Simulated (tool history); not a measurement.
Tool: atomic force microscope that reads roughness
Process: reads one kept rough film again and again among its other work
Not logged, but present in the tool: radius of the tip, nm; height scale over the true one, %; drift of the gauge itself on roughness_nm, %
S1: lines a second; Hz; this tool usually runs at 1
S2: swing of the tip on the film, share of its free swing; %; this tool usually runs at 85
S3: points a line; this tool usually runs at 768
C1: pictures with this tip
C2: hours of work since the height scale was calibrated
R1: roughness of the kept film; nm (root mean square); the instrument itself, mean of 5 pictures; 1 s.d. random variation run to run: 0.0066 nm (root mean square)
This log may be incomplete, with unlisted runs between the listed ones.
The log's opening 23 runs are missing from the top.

At day 53.404: new tip fitted.
At day 54.608: new tip fitted.
Run 24, day 54.675: usual settings but S1 3.17 Hz, S2 61 %; C1 4; C2 1339. Result: R1 1.329 nm (root mean square).
At day 55.888: new tip fitted.
Run 25, day 56.758: usual settings but S3 643; C1 50; C2 1377. Result: R1 1.299 nm (root mean square).
At day 57.054: new tip fitted.
At day 58.217: new tip fitted.
Run 26, day 58.838: usual settings but S1 2.4 Hz, S2 70 %, S3 643; C1 36; C2 1414. Result: R1 1.279 nm (root mean square).
At day 59.308: new tip fitted.
At day 60.088: height scale calibrated on a step standard.
At day 60.546: new tip fitted.
At day 61.75: new tip fitted.
Run 27, day 61.95: usual settings but S1 1.21 Hz, S3 987; C1 12; C2 33. Result: R1 1.277 nm (root mean square).
At day 62.871: new tip fitted.
At day 64.029: new tip fitted.
Run 28, day 64.554: usual settings but S1 2.88 Hz, S3 668; C1 30; C2 80. Result: R1 1.118 nm (root mean square).
At day 65.133: new tip fitted.
At day 66.246: new tip fitted.
At day 67.525: new tip fitted.
Run 29, day 67.621: usual settings but S1 2.88 Hz, S3 668; C1 6; C2 135. Result: R1 1.126 nm (root mean square).
At day 68.658: new tip fitted.
At day 69.883: new tip fitted.
Run 30, day 70.012: usual settings but S1 2.88 Hz, S3 668; C1 8; C2 178. Result: R1 1.124 nm (root mean square).
At day 71.146: new tip fitted.
At day 72.271: new tip fitted.
Run 31, day 72.725: usual settings but S2 72 %, S3 551; C1 26; C2 227. Result: R1 1.342 nm (root mean square).
At day 73.55: new tip fitted.
At day 74.796: new tip fitted.
Run 32, day 75.525: usual settings but S1 2.18 Hz, S2 62 %, S3 650; C1 43; C2 277. Result: R1 1.339 nm (root mean square).
At day 75.979: new tip fitted.
At day 77.112: new tip fitted.
At day 78.283: new tip fitted.
Run 33, day 78.504: usual settings but S1 3.15 Hz, S3 774; C1 12; C2 330. Result: R1 1.105 nm (root mean square).
At day 79.55: new tip fitted.
At day 80.646: new tip fitted.
Run 34, day 80.646: usual settings but S2 87 %, S3 1001; C1 0; C2 369. Result: R1 1.3 nm (root mean square).
At day 81.762: new tip fitted.
At day 82.971: new tip fitted.
Run 35, day 82.971: usual settings but S2 87 %, S3 1001; C1 0; C2 410. Result: R1 1.3 nm (root mean square).
At day 84.212: new tip fitted.
Run 36, day 84.617: usual settings but S2 87 %, S3 1001; C1 24; C2 440. Result: R1 1.292 nm (root mean square).
At day 85.308: new tip fitted.
Run 37, day 86.367: usual settings but S2 59 %; C1 61; C2 472. Result: R1 1.38 nm (root mean square).
At day 86.588: new tip fitted.
At day 87.812: new tip fitted.
At day 89.133: new tip fitted.
Run 38, day 89.288: usual settings but S2 59 %; C1 9; C2 524. Result: R1 1.388 nm (root mean square).
At day 90.333: new tip fitted.
Run 39, day 90.808: usual settings but S1 0.98 Hz, S2 87 %, S3 1015; C1 28; C2 551. Result: R1 1.299 nm (root mean square).
At day 91.554: new tip fitted.
At day 92.683: new tip fitted.
Run 40, day 92.738: usual settings but S1 1.27 Hz, S2 61 %, S3 1015; C1 3; C2 586. Result: R1 1.379 nm (root mean square).

Forecast each of these 4 alternatives for the next run:
At day 93.825: new tip fitted.
At day 94.996: new tip fitted.
Run A, day 95.1: usual settings but S3 305; C1 6; C2 628. Result: R1 ?.
At day 93.825: new tip fitted.
At day 94.996: new tip fitted.
Run B, day 95.1: usual settings but S1 3.93 Hz, S2 59 %, S3 1015; C1 6; C2 628. Result: R1 ?.
At day 93.825: new tip fitted.
At day 94.996: new tip fitted.
Run C, day 95.1: usual settings but S1 2.14 Hz, S2 80 %, S3 296; C1 6; C2 628. Result: R1 ?.
At day 93.825: new tip fitted.
At day 94.996: new tip fitted.
Run D, day 95.1: usual settings but S1 0.67 Hz, S2 65 %, S3 408; C1 6; C2 628. Result: R1 ?.

run     R1
  A    1.3
  B   1.31
  C  1.209
  D  1.396
Stripped of hidden state, with their random variation kept, the same runs would have yielded:
run     R1
  A  1.299
  B  1.309
  C  1.209
  D  1.396
